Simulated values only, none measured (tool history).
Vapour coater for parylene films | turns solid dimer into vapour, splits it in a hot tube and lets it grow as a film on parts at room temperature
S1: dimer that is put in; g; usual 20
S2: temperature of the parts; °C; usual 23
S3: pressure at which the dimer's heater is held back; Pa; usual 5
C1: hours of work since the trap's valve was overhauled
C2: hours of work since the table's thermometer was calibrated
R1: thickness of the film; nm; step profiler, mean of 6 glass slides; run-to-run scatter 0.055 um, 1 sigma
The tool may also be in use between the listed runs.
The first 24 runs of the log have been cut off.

run	hour	S1	S2	S3	C1	C2	R1
# hour 1261.8: trap's valve overhauled
25	1269.8	13	20	5	7	157	4760
26	1351.7	21	26	3.89	74	224	6270
27	1393.8	21	26	3.89	109	259	6230
28	1449	12	16	2.62	154	305	5380
29	1501.4	31	23	9.2	197	348	8630
30	1576.9	27	29	6.3	260	410	6270
31	1647	9	29	6.73	317	468	2060
32	1694.2	9	29	6.73	356	507	2010
# hour 1734.5: trap's valve overhauled
33	1767.3	10	30	6.73	27	564	2210
34	1811.6	10	33	10.73	64	600	1680
35	1879.5	23	23	7.74	119	656	6650
36	1953.5	23	23	7.74	180	717	6650

Run 37 has not been measured yet. What should we expect?
37	1995.2	23	23	7.74	215	751	?

R1: 6680 nm
Without the tool's hidden state the same run would have given R1 6700 nm.

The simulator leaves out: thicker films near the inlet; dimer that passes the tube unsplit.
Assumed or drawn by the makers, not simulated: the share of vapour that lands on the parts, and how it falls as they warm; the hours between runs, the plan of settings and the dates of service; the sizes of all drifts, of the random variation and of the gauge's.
